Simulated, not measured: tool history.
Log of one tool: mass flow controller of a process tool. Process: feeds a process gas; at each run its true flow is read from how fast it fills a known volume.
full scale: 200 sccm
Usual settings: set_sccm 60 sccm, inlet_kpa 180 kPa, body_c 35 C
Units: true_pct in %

{"run": 1, "hour": 0.0, "set_sccm": 60, "inlet_kpa": 180, "body_c": 35, "true_pct": 97.67}
{"run": 2, "hour": 67.2, "set_sccm": 60, "inlet_kpa": 180, "body_c": 35, "true_pct": 97.64}
{"run": 3, "hour": 168.4, "set_sccm": 60, "inlet_kpa": 180, "body_c": 35, "true_pct": 97.72}
{"run": 4, "hour": 284.6, "set_sccm": 60, "inlet_kpa": 180, "body_c": 35, "true_pct": 97.69}
{"run": 5, "hour": 397.5, "set_sccm": 60, "inlet_kpa": 166, "body_c": 35, "true_pct": 97.74}
{"run": 6, "hour": 477.0, "set_sccm": 60, "inlet_kpa": 166, "body_c": 35, "true_pct": 97.66}
{"run": 7, "hour": 593.2, "set_sccm": 60, "inlet_kpa": 180, "body_c": 29, "true_pct": 97.42}
{"run": 8, "hour": 652.6, "set_sccm": 60, "inlet_kpa": 180, "body_c": 29, "true_pct": 97.44}
{"run": 9, "hour": 712.5, "set_sccm": 63, "inlet_kpa": 180, "body_c": 35, "true_pct": 97.51}
{"run": 10, "hour": 807.1, "set_sccm": 51, "inlet_kpa": 180, "body_c": 35, "true_pct": 98.14}
{"run": 11, "hour": 918.2, "set_sccm": 51, "inlet_kpa": 180, "body_c": 35, "true_pct": 97.97}
{"run": 12, "hour": 987.3, "set_sccm": 60, "inlet_kpa": 180, "body_c": 24, "true_pct": 97.12}
{"run": 13, "hour": 1103.0, "set_sccm": 199, "inlet_kpa": 161, "body_c": 35, "true_pct": 96.78}
{"run": 14, "hour": 1207.9, "set_sccm": 199, "inlet_kpa": 161, "body_c": 35, "true_pct": 96.84}
{"run": 15, "hour": 1294.7, "set_sccm": 60, "inlet_kpa": 180, "body_c": 24, "true_pct": 97.17}
{"hour": 1305.2, "done": "controller's zero set anew"}
{"hour": 1388.9, "done": "controller exchanged for a calibrated one"}
{"run": 16, "hour": 1388.9, "set_sccm": 64, "inlet_kpa": 229, "body_c": 35, "true_pct": 99.3}
{"run": 17, "hour": 1488.0, "set_sccm": 60, "inlet_kpa": 277, "body_c": 29, "true_pct": 99.24}
{"run": 18, "hour": 1605.4, "set_sccm": 181, "inlet_kpa": 277, "body_c": 21, "true_pct": 99.98}
{"run": 19, "hour": 1720.5, "set_sccm": 181, "inlet_kpa": 277, "body_c": 21, "true_pct": 99.65}
{"hour": 1760.0, "done": "controller's zero set anew, once more"}
{"run": 20, "hour": 1783.5, "set_sccm": 181, "inlet_kpa": 277, "body_c": 21, "true_pct": 99.76}
{"run": 21, "hour": 1892.8, "set_sccm": 137, "inlet_kpa": 165, "body_c": 29, "true_pct": 99.52}
{"run": 22, "hour": 1975.8, "set_sccm": 170, "inlet_kpa": 278, "body_c": 39, "true_pct": 100.43}
{"run": 23, "hour": 2050.0, "set_sccm": 170, "inlet_kpa": 278, "body_c": 37, "true_pct": 100.2}

Some steps in true_pct between neighbouring runs. How much of each would the tool show without its hidden state too (settings, what came in, random variation), and how much is left for the hidden state, with any gauge scatter that isn't in both results?
The hidden state here: flow at rest that the sensor doesn't see, % of full scale; true flow over the shown one, %; drift of the gauge itself on true_pct, %.
Run 12 -> 13: set_sccm 60 -> 199, inlet_kpa 180 -> 161, body_c 24 -> 35. true_pct -0.34 %: hidden state -1.96, all else +1.62.
Run 14 -> 15: set_sccm 199 -> 60, inlet_kpa 161 -> 180, body_c 35 -> 24. true_pct +0.33 %: hidden state +1.95, all else -1.62.
Run 15 -> 16: set_sccm 60 -> 64, inlet_kpa 180 -> 229, body_c 24 -> 35, controller's zero set anew, controller exchanged for a calibrated one. true_pct +2.13 %: hidden state +1.68, all else +0.45.
Run 21 -> 22: set_sccm 137 -> 170, inlet_kpa 165 -> 278, body_c 29 -> 39. true_pct +0.91 %: hidden state -0.02, all else +0.93.
